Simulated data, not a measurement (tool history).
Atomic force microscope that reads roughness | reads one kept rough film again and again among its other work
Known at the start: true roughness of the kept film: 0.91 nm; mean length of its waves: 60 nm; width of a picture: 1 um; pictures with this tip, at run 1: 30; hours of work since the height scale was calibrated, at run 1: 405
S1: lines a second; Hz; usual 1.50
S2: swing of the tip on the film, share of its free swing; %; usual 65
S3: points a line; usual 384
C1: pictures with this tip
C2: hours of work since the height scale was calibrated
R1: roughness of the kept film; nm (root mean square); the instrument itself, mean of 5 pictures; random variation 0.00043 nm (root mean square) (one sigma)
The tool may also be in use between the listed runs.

run,hour,S1,S2,S3,C1,C2,R1
1,0.0,1.50,65,384,30,405,0.8656
2,22.9,1.50,81,384,44,414,0.8152
3,45.4,1.50,81,384,59,424,0.8139
4,69.1,1.50,81,384,74,434,0.8128
# hour 73.2: new tip fitted
5,84.7,1.32,65,384,7,440,0.8726
6,111.6,1.32,65,384,24,452,0.8704
7,138.2,1.32,65,384,41,463,0.8684
8,158.1,1.32,65,384,54,472,0.8677
9,173.4,1.32,65,384,64,478,0.8672
10,185.4,1.32,65,384,72,483,0.8665
# hour 192.3: new tip fitted
11,199.4,1.32,65,384,5,489,0.8729
12,215.3,1.32,65,384,15,496,0.8716
13,238.9,1.32,65,384,30,505,0.8706
14,254.7,1.32,65,384,40,512,0.8689
15,278.4,1.32,65,384,56,522,0.8682
16,302.7,1.50,65,727,71,533,0.8636
# hour 310.0: new tip fitted
17,328.4,1.50,65,727,12,543,0.8697
18,355.2,1.50,65,727,29,555,0.8680
19,383.6,1.02,61,420,47,567,0.8830
20,396.5,1.02,61,420,56,572,0.8820
21,410.0,2.74,61,516,64,578,0.8486
# hour 428.4: new tip fitted
22,433.7,1.50,65,486,3,588,0.8700
23,450.9,2.04,71,732,15,595,0.8359
24,477.8,2.51,65,384,32,606,0.8427
25,491.3,2.80,65,384,41,612,0.8341
26,511.5,1.57,78,379,54,620,0.8227
27,523.4,2.99,74,336,61,626,0.7847
28,541.7,2.99,74,336,73,633,0.7832
# hour 545.9: new tip fitted
29,566.2,1.17,70,346,13,643,0.8675
30,578.1,1.65,72,346,20,648,0.8446
31,592.3,1.50,65,327,30,654,0.8668
32,617.0,1.16,60,690,46,665,0.8828
33,639.5,1.16,60,690,60,674,0.8813
34,655.3,2.21,73,523,70,681,0.8170

Forecast each of these 3 alternatives for the next run:
# hour 664.6: new tip fitted
A,675.0,2.21,62,293,7,689,?
# hour 664.6: new tip fitted
B,675.0,1.19,75,592,7,689,?
# hour 664.6: new tip fitted
C,675.0,2.44,73,657,7,689,?

run,R1
A,0.8604
B,0.8559
C,0.8164
Without the tool's hidden state the same runs would have given:
run,R1
A,0.8563
B,0.8518
C,0.8125

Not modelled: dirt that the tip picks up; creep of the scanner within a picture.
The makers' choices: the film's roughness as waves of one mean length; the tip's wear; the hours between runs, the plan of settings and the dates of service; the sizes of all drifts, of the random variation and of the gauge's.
